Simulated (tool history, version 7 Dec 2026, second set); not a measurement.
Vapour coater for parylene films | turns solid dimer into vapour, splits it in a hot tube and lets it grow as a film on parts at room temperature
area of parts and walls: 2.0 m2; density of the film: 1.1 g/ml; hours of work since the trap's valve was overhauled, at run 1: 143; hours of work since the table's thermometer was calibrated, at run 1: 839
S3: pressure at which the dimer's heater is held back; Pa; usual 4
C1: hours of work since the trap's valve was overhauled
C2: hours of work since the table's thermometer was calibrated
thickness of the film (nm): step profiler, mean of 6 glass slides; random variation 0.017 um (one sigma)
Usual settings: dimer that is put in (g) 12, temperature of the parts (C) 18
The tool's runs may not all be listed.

Run 1, hour 0: usual settings; C1 143; C2 839. Result: thickness of the film (nm) 3530.
Run 2, hour 40.7: usual settings; C1 176; C2 872. Result: thickness of the film (nm) 3530.
Run 3, hour 74.5: usual settings; C1 202; C2 898. Result: thickness of the film (nm) 3490.
Run 4, hour 154.6: usual settings; C1 265; C2 961. Result: thickness of the film (nm) 3520.
Run 5, hour 218.3: usual settings but temperature of the parts (C) 23; C1 316; C2 1012. Result: thickness of the film (nm) 2840.
At hour 251.6: trap's valve overhauled.
Run 6, hour 286: usual settings but temperature of the parts (C) 23; C1 27; C2 1062. Result: thickness of the film (nm) 3000.
Run 7, hour 348.9: usual settings but temperature of the parts (C) 23; C1 77; C2 1111. Result: thickness of the film (nm) 3000.
Run 8, hour 421.4: usual settings but temperature of the parts (C) 23; C1 134; C2 1168. Result: thickness of the film (nm) 2960.
Run 9, hour 460: usual settings but temperature of the parts (C) 23; C1 164; C2 1199. Result: thickness of the film (nm) 2940.
Run 10, hour 514.3: usual settings but S3 5.88 Pa; C1 207; C2 1242. Result: thickness of the film (nm) 3160.
Run 11, hour 577: usual settings; C1 257; C2 1291. Result: thickness of the film (nm) 3490.
Run 12, hour 658.3: usual settings; C1 321; C2 1355. Result: thickness of the film (nm) 3420.
At hour 682.8: trap's valve overhauled.
Run 13, hour 731.2: usual settings but temperature of the parts (C) 16; C1 38; C2 1409. Result: thickness of the film (nm) 3860.
Run 14, hour 769.9: usual settings but temperature of the parts (C) 16; C1 69; C2 1440. Result: thickness of the film (nm) 3820.
Run 15, hour 819.6: usual settings but temperature of the parts (C) 16; C1 108; C2 1479. Result: thickness of the film (nm) 3790.
Run 16, hour 865.8: usual settings but temperature of the parts (C) 16; C1 144; C2 1516. Result: thickness of the film (nm) 3770.
Run 17, hour 916: usual settings but temperature of the parts (C) 16; C1 184; C2 1555. Result: thickness of the film (nm) 3730.
Run 18, hour 984.6: usual settings but temperature of the parts (C) 16; C1 238; C2 1609. Result: thickness of the film (nm) 3710.
Run 19, hour 1066.5: usual settings; C1 302; C2 1674. Result: thickness of the film (nm) 3440.
At hour 1114.7: trap's valve overhauled.
Run 20, hour 1133.2: usual settings but temperature of the parts (C) 14; C1 15; C2 1723. Result: thickness of the film (nm) 4130.
Run 21, hour 1188.7: usual settings but temperature of the parts (C) 14; C1 58; C2 1767. Result: thickness of the film (nm) 4090.
At hour 1253.5: table's thermometer calibrated.
Run 22, hour 1253.5: usual settings but dimer that is put in (g) 9; C1 109; C2 0. Result: thickness of the film (nm) 2710.
Run 23, hour 1294.2: usual settings but dimer that is put in (g) 9; C1 141; C2 32. Result: thickness of the film (nm) 2690.
Run 24, hour 1356.7: usual settings but dimer that is put in (g) 9; C1 190; C2 81. Result: thickness of the film (nm) 2680.
Run 25, hour 1426.3: usual settings but dimer that is put in (g) 9, temperature of the parts (C) 15, S3 2.73 Pa; C1 245; C2 136. Result: thickness of the film (nm) 3240.
Run 26, hour 1469.1: usual settings but dimer that is put in (g) 8, temperature of the parts (C) 28, S3 4.71 Pa; C1 279; C2 170. Result: thickness of the film (nm) 1560.
Run 27, hour 1521.3: usual settings but S3 5.57 Pa; C1 320; C2 211. Result: thickness of the film (nm) 3230.
At hour 1544.5: trap's valve overhauled.
Run 28, hour 1583.4: usual settings but S3 5.57 Pa; C1 31; C2 257. Result: thickness of the film (nm) 3360.
Run 29, hour 1649.5: usual settings but dimer that is put in (g) 8; C1 83; C2 309. Result: thickness of the film (nm) 2430.
Run 30, hour 1696.2: usual settings but dimer that is put in (g) 10, temperature of the parts (C) 14, S3 9.67 Pa; C1 120; C2 346. Result: thickness of the film (nm) 2770.
Run 31, hour 1771.5: usual settings but dimer that is put in (g) 7, temperature of the parts (C) 14, S3 7.31 Pa; C1 179; C2 405. Result: thickness of the film (nm) 2080.
Run 32, hour 1844: usual settings but dimer that is put in (g) 17, S3 9.97 Pa; C1 236; C2 462. Result: thickness of the film (nm) 3990.
Run 33, hour 1885: usual settings but dimer that is put in (g) 17, S3 9.97 Pa; C1 268; C2 495. Result: thickness of the film (nm) 3980.
Run 34, hour 1943.1: usual settings but dimer that is put in (g) 21, temperature of the parts (C) 21; C1 314; C2 540. Result: thickness of the film (nm) 5440.
At hour 1978.3: trap's valve overhauled.
Run 35, hour 2015: usual settings but temperature of the parts (C) 21, S3 2.5 Pa; C1 29; C2 594. Result: thickness of the film (nm) 3660.
Run 36, hour 2098.7: usual settings but dimer that is put in (g) 6, temperature of the parts (C) 28, S3 2.5 Pa; C1 95; C2 660. Result: thickness of the film (nm) 1400.
Run 37, hour 2147.7: usual settings but dimer that is put in (g) 6, temperature of the parts (C) 28, S3 2.5 Pa; C1 134; C2 698. Result: thickness of the film (nm) 1380.
Run 38, hour 2229.6: usual settings but dimer that is put in (g) 6, temperature of the parts (C) 27, S3 5.9 Pa; C1 198; C2 763. Result: thickness of the film (nm) 1150.
Run 39, hour 2294: usual settings but dimer that is put in (g) 6, temperature of the parts (C) 27, S3 5.9 Pa; C1 249; C2 814. Result: thickness of the film (nm) 1150.
Run 40, hour 2341.5: usual settings but dimer that is put in (g) 21, temperature of the parts (C) 19, S3 3.28 Pa; C1 286; C2 851. Result: thickness of the film (nm) 6120.
At hour 2406.7: trap's valve overhauled.
Run 41, hour 2429.2: usual settings but dimer that is put in (g) 21, temperature of the parts (C) 19, S3 3.28 Pa; C1 18; C2 917. Result: thickness of the film (nm) 6360.
Run 42, hour 2483.6: usual settings but dimer that is put in (g) 7, temperature of the parts (C) 17, S3 4.79 Pa; C1 61; C2 960. Result: thickness of the film (nm) 2090.
Run 43, hour 2559: usual settings but dimer that is put in (g) 21, S3 2.59 Pa; C1 120; C2 1020. Result: thickness of the film (nm) 6940.
Run 44, hour 2595.1: usual settings but dimer that is put in (g) 8, temperature of the parts (C) 25, S3 2.59 Pa; C1 148; C2 1048. Result: thickness of the film (nm) 2040.
Run 45, hour 2661.6: usual settings but dimer that is put in (g) 8, temperature of the parts (C) 13, S3 2.71 Pa; C1 201; C2 1100. Result: thickness of the film (nm) 3070.
Run 46, hour 2706.9: usual settings but dimer that is put in (g) 16, temperature of the parts (C) 22, S3 7.97 Pa; C1 237; C2 1136. Result: thickness of the film (nm) 3420.

3 ways to go on from here, each from the tool as it stands after run 46. What would each give?
Run A, hour 2759.2: usual settings but S3 8.9 Pa; C1 278; C2 1177. Result: thickness of the film (nm) ?.
Run B, hour 2759.2: usual settings but dimer that is put in (g) 6, temperature of the parts (C) 16, S3 2.47 Pa; C1 278; C2 1177. Result: thickness of the film (nm) ?.
Run C, hour 2759.2: usual settings but dimer that is put in (g) 16, temperature of the parts (C) 22, S3 2.38 Pa; C1 278; C2 1177. Result: thickness of the film (nm) ?.

run  thickness of the film (nm)
  A                        2850
  B                        2090
  C                        4560
Without the tool's hidden state the same runs would have given:
run  thickness of the film (nm)
  A                        3020
  B                        2220
  C                        4830

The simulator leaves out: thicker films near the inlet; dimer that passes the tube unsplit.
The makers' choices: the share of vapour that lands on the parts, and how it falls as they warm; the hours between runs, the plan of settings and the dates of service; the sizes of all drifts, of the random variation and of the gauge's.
